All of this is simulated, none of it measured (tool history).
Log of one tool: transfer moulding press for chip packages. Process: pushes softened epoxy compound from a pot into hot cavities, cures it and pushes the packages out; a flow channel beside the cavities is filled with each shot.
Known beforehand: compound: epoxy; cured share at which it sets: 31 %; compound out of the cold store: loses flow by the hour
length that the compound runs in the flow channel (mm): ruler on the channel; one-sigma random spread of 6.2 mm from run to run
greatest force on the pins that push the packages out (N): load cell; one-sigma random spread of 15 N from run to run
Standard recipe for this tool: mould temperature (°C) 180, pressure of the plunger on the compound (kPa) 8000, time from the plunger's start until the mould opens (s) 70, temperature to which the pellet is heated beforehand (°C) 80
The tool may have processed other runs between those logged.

run     day  mould temperature (°C)  pressure of the plunger on the compound (kPa)  time from the plunger's start until the mould opens (s)  temperature to which the pellet is heated beforehand (°C)  incoming compound's hours out of the cold store  length that the compound runs in the flow channel (mm)  greatest force on the pins that push the packages out (N)
  1   0.000                     180                                           8000                                                       70                                                         80                                             46.7                                                     599                                                        673
  2   1.754                     180                                           8000                                                       70                                                         80                                             18.6                                                     631                                                        934
  3   3.383                     180                                           8000                                                       70                                                         70                                             16.4                                                     625                                                       1081
      3.908  -- cavities cleaned with cleaning compound and waxed
  4   4.575                     180                                           8000                                                       61                                                         80                                             24.3                                                     620                                                       1167
      4.979  -- plunger's sealing rings changed
  5   6.583                     180                                           8000                                                       70                                                         80                                             32.1                                                     638                                                       1013
      7.875  -- cavities cleaned with cleaning compound and waxed
  6   7.975                     176                                           8000                                                       70                                                         80                                             26.6                                                     647                                                        954
  7   9.508                     180                                           9050                                                       70                                                         80                                             22.3                                                     695                                                        917
  8  10.938                     180                                           9050                                                       70                                                         80                                             26.8                                                     673                                                        986
     11.788  -- cavities cleaned with cleaning compound and waxed
     12.162  -- mould's thermocouples calibrated
  9  13.008                     180                                           9050                                                       70                                                         80                                             43.8                                                     659                                                        881
 10  14.954                     180                                           9050                                                       70                                                         80                                             21.1                                                     692                                                       1048
     15.742  -- cavities cleaned with cleaning compound and waxed
 11  16.021                     180                                           8000                                                       70                                                         80                                             40.7                                                     610                                                        753
 12  17.875                     180                                           8000                                                       70                                                         80                                             36.3                                                     610                                                        945
     19.633  -- cavities cleaned with cleaning compound and waxed
 13  19.975                     180                                           8000                                                       70                                                         80                                              9.8                                                     655                                                        800
 14  21.225                     180                                           8000                                                       70                                                         80                                             40.3                                                     619                                                        891
 15  22.442                     180                                           8000                                                      101                                                         80                                             36.3                                                     607                                                        559
     23.517  -- cavities cleaned with cleaning compound and waxed
 16  23.517                     180                                           8000                                                      101                                                         80                                             36.8                                                     603                                                        385
 17  25.146                     180                                           6330                                                       70                                                         80                                             20.0                                                     559                                                        925
 18  27.238                     180                                           6330                                                       70                                                         80                                             13.1                                                     559                                                       1102

Run 19 has not been measured yet. What should we expect?
     27.417  -- cavities cleaned with cleaning compound and waxed
 19  28.354                     180                                           6330                                                       70                                                         80                                             30.8                                                       ?                                                          ?

Run 19 yielded length that the compound runs in the flow channel (mm) 536, greatest force on the pins that push the packages out (N) 817.
If the tool had no hidden condition, the same run with the same run-to-run variation would have returned length that the compound runs in the flow channel (mm) 575, greatest force on the pins that push the packages out (N) 708.
